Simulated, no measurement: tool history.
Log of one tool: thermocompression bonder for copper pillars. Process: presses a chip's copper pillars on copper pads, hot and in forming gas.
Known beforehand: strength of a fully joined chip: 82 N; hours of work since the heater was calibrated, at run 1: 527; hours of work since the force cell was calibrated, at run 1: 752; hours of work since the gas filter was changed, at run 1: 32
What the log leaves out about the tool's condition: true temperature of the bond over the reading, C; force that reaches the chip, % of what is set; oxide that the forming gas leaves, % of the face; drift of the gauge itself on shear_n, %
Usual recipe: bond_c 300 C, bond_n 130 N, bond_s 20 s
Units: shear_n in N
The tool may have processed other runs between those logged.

run,hour,bond_c,bond_n,bond_s,hours of work since the heater was calibrated,hours of work since the force cell was calibrated,hours of work since the gas filter was changed,shear_n
1,0.0,300,130,20,527,752,32,47.5
2,58.5,300,130,20,562,787,66,47.2
3,111.0,300,130,20,593,818,98,47.1
4,137.3,300,130,20,608,833,113,47.1
5,184.4,292,130,20,636,861,141,44.1
6,222.2,300,80,20,659,884,163,29.5
7,256.2,300,80,20,679,904,184,29.5
8,309.7,300,80,20,710,936,215,29.3
9,351.8,300,80,20,735,961,240,28.8
10,406.8,300,175,20,768,993,273,57.3
11,465.8,300,175,20,803,1028,308,57.7
12,497.5,300,191,20,822,1047,327,60.2
13,543.2,302,130,20,849,1074,354,46.7
14,583.0,300,130,18,872,1098,377,44.0
# hour 589.3: heater calibrated with a thermocouple chip
15,610.8,300,130,20,13,1113,393,48.1
16,667.0,300,130,20,46,1146,426,48.1
# hour 691.4: forming gas filter changed
17,724.4,300,130,20,80,1180,20,49.4
18,784.3,300,130,20,115,1216,55,49.7
19,842.0,309,91,52,149,1250,89,52.4
20,875.9,281,102,11,170,1270,109,27.0
21,937.1,281,102,11,206,1306,146,27.1
22,985.6,301,130,21,235,1335,174,49.8
23,1035.5,319,130,51,264,1364,204,67.9
24,1087.5,293,134,50,295,1395,235,60.7
25,1137.2,276,172,14,324,1425,264,45.5
26,1163.2,276,172,14,340,1440,280,45.7
27,1220.6,327,160,21,374,1474,314,64.6
28,1267.1,327,145,12,401,1502,341,53.0
# hour 1291.9: force cell calibrated
29,1306.5,306,138,31,424,9,364,55.6
30,1344.8,300,146,13,447,31,386,43.6
31,1382.7,300,146,13,469,54,409,43.4
32,1431.8,300,100,44,498,83,438,46.1
# hour 1436.5: forming gas filter changed
33,1478.3,315,104,12,525,110,25,36.2
34,1533.6,297,148,20,558,143,58,50.9
35,1583.9,297,148,20,588,173,87,50.3
36,1628.9,297,148,20,615,199,114,50.8

Forecast each of these 4 alternatives for the next run:
A,1658.5,300,130,25,632,217,132,?
B,1658.5,306,148,20,632,217,132,?
C,1658.5,277,130,52,632,217,132,?
D,1658.5,288,91,20,632,217,132,?

run,shear_n
A,49.4
B,53.5
C,51.9
D,29.6
What these runs would have given with no unlogged condition in the tool:
run,shear_n
A,50.9
B,55.0
C,53.5
D,30.7

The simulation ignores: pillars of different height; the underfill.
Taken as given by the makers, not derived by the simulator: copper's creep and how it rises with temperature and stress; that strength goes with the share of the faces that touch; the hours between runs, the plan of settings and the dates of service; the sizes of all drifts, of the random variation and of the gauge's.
